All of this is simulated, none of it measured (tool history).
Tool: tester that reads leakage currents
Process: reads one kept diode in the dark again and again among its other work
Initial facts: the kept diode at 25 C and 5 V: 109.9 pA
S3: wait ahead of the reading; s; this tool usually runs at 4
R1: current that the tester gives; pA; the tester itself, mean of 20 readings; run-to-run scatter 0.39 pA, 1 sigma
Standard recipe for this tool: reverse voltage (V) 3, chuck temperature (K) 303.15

Run 1, hour 0: usual settings. Result: R1 129.62 pA.
Run 2, hour 65.7: usual settings. Result: R1 129.05 pA.
Run 3, hour 100.7: usual settings but reverse voltage (V) 1.38. Result: R1 80.71 pA.
Run 4, hour 177.1: usual settings but reverse voltage (V) 6.75. Result: R1 213.91 pA.
Run 5, hour 255.7: usual settings. Result: R1 129.17 pA.
Run 6, hour 324.7: usual settings. Result: R1 128.71 pA.
Run 7, hour 397.1: usual settings. Result: R1 129.27 pA.
Run 8, hour 478.9: usual settings. Result: R1 129 pA.
Run 9, hour 562.2: usual settings. Result: R1 129.18 pA.
At hour 644: probe card cleaned and baked.
Run 10, hour 648.9: usual settings. Result: R1 122.02 pA.
Run 11, hour 729.4: usual settings but S3 2.39 s. Result: R1 122.41 pA.
Run 12, hour 781: usual settings but S3 2.39 s. Result: R1 121.97 pA.
At hour 838.4: chuck's temperature calibrated.
Run 13, hour 854.1: usual settings but chuck temperature (K) 316.15, S3 2.39 s. Result: R1 400.22 pA.
Run 14, hour 914.3: usual settings but chuck temperature (K) 301.15. Result: R1 106.71 pA.
Run 15, hour 971.4: usual settings but chuck temperature (K) 301.15. Result: R1 107.55 pA.
Run 16, hour 1033.8: usual settings but chuck temperature (K) 301.15. Result: R1 107.3 pA.
Run 17, hour 1077.2: usual settings. Result: R1 127.79 pA.
Run 18, hour 1154.8: usual settings. Result: R1 128.76 pA.
Run 19, hour 1212.5: usual settings. Result: R1 128.23 pA.
Run 20, hour 1285.6: usual settings but S3 0.83 s. Result: R1 130.26 pA.
Run 21, hour 1368.4: usual settings but S3 0.83 s. Result: R1 130.58 pA.
Run 22, hour 1443.3: usual settings but S3 8.81 s. Result: R1 127.64 pA.
Run 23, hour 1498.3: usual settings but S3 8.81 s. Result: R1 128.63 pA.
Run 24, hour 1578.8: usual settings but reverse voltage (V) 1.56, chuck temperature (K) 326.15, S3 2.7 s. Result: R1 605.05 pA.
Run 25, hour 1621.1: usual settings but reverse voltage (V) 1.56, chuck temperature (K) 306.15, S3 0.34 s. Result: R1 115.02 pA.
Run 26, hour 1684.2: usual settings but reverse voltage (V) 2.28, S3 1.79 s. Result: R1 109.38 pA.
At hour 1689.8: tester calibrated.
Run 27, hour 1723.7: usual settings but reverse voltage (V) 2.28, S3 1.79 s. Result: R1 109.26 pA.
Run 28, hour 1799.2: usual settings but reverse voltage (V) 2.28, S3 1.79 s. Result: R1 109.19 pA.
Run 29, hour 1881.7: usual settings but chuck temperature (K) 310.15, S3 1.67 s. Result: R1 237.66 pA.
At hour 1967.6: tester calibrated, once more.
Run 30, hour 1967.6: usual settings but chuck temperature (K) 297.15, S3 1.01 s. Result: R1 75.01 pA.
Run 31, hour 2028.9: usual settings but reverse voltage (V) 1.93, chuck temperature (K) 301.15, S3 6.15 s. Result: R1 81.44 pA.
Run 32, hour 2083.5: usual settings but reverse voltage (V) 1.93, chuck temperature (K) 301.15, S3 6.15 s. Result: R1 81.28 pA.
Run 33, hour 2139.4: usual settings but reverse voltage (V) 1.93, chuck temperature (K) 301.15, S3 6.15 s. Result: R1 81.34 pA.
Run 34, hour 2217.2: usual settings but reverse voltage (V) 8.48, chuck temperature (K) 301.15, S3 6.11 s. Result: R1 200.7 pA.
Run 35, hour 2267.7: usual settings but reverse voltage (V) 16.4, chuck temperature (K) 309.15, S3 0.69 s. Result: R1 607.27 pA.
Run 36, hour 2306.4: usual settings but reverse voltage (V) 6.78, chuck temperature (K) 309.15, S3 0.74 s. Result: R1 354.05 pA.
Run 37, hour 2383.8: usual settings but chuck temperature (K) 317.15. Result: R1 420.03 pA.

Estimate the outcome of run 38 from the log above:
Run 38, hour 2442.1: usual settings but reverse voltage (V) 6.1, chuck temperature (K) 327.15, S3 6.77 s. Result: R1 ?.

Run 38 came out at R1 1432.12 pA.
On a tool with no hidden condition, and with the same random variation, this run would have come out at R1 1487.45 pA.
